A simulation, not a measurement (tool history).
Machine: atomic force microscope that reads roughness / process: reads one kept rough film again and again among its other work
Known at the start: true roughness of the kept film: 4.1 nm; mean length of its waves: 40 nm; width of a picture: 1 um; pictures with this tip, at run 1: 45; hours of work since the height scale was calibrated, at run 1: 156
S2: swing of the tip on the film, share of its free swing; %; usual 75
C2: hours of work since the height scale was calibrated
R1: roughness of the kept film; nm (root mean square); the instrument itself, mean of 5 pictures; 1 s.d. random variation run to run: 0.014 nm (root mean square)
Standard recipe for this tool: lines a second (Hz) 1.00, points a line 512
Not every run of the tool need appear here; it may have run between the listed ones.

Run 1, day 0.000: usual settings; pictures with this tip 45; C2 156. Result: R1 3.125 nm (root mean square).
Run 2, day 0.308: usual settings; pictures with this tip 50; C2 159. Result: R1 3.135 nm (root mean square).
Run 3, day 0.704: usual settings; pictures with this tip 57; C2 164. Result: R1 3.087 nm (root mean square).
Run 4, day 1.033: usual settings; pictures with this tip 63; C2 168. Result: R1 3.074 nm (root mean square).
Run 5, day 1.512: usual settings; pictures with this tip 71; C2 173. Result: R1 3.012 nm (root mean square).
Run 6, day 1.829: usual settings; pictures with this tip 77; C2 177. Result: R1 2.960 nm (root mean square).
Run 7, day 2.225: usual settings but points a line 838; pictures with this tip 84; C2 181. Result: R1 2.952 nm (root mean square).
Run 8, day 2.633: usual settings but points a line 838; pictures with this tip 91; C2 186. Result: R1 2.908 nm (root mean square).
Run 9, day 3.175: usual settings but points a line 838; pictures with this tip 100; C2 192. Result: R1 2.875 nm (root mean square).
Run 10, day 3.542: usual settings but points a line 838; pictures with this tip 107; C2 196. Result: R1 2.837 nm (root mean square).
Run 11, day 3.817: usual settings but lines a second (Hz) 2.14, points a line 838; pictures with this tip 112; C2 199. Result: R1 2.607 nm (root mean square).
Run 12, day 4.142: usual settings but lines a second (Hz) 2.14, points a line 838; pictures with this tip 118; C2 203. Result: R1 2.594 nm (root mean square).
Run 13, day 4.458: usual settings but lines a second (Hz) 2.79, points a line 838; pictures with this tip 123; C2 206. Result: R1 2.440 nm (root mean square).
At day 4.746: new tip fitted.
Run 14, day 5.029: usual settings but S2 76 %; pictures with this tip 5; C2 212. Result: R1 3.363 nm (root mean square).
Run 15, day 5.346: usual settings; pictures with this tip 10; C2 216. Result: R1 3.346 nm (root mean square).
Run 16, day 5.696: usual settings but lines a second (Hz) 1.12, S2 55 %, points a line 588; pictures with this tip 17; C2 220. Result: R1 3.514 nm (root mean square).
Run 17, day 6.229: usual settings but lines a second (Hz) 1.12, S2 55 %, points a line 588; pictures with this tip 26; C2 226. Result: R1 3.414 nm (root mean square).
Run 18, day 6.571: usual settings but S2 87 %; pictures with this tip 32; C2 230. Result: R1 3.040 nm (root mean square).
Run 19, day 6.829: usual settings but S2 87 %; pictures with this tip 37; C2 233. Result: R1 3.008 nm (root mean square).
Run 20, day 7.388: usual settings but S2 79 %, points a line 355; pictures with this tip 46; C2 239. Result: R1 3.055 nm (root mean square).
Run 21, day 7.679: usual settings but S2 70 %, points a line 355; pictures with this tip 51; C2 242. Result: R1 3.168 nm (root mean square).
Run 22, day 7.942: usual settings but S2 70 %, points a line 355; pictures with this tip 56; C2 245. Result: R1 3.144 nm (root mean square).
Run 23, day 8.183: usual settings but lines a second (Hz) 0.65, S2 78 %, points a line 311; pictures with this tip 60; C2 248. Result: R1 3.128 nm (root mean square).
Run 24, day 8.492: usual settings but lines a second (Hz) 0.65, S2 78 %, points a line 311; pictures with this tip 66; C2 251. Result: R1 3.069 nm (root mean square).

Predict the results of run 25:
Run 25, day 8.933: usual settings but S2 71 %; pictures with this tip 74; C2 256. Result: R1 ?.

R1: 3.053 nm (root mean square)
Minus the tool's unlogged condition, the same run would have read R1 3.511 nm (root mean square).
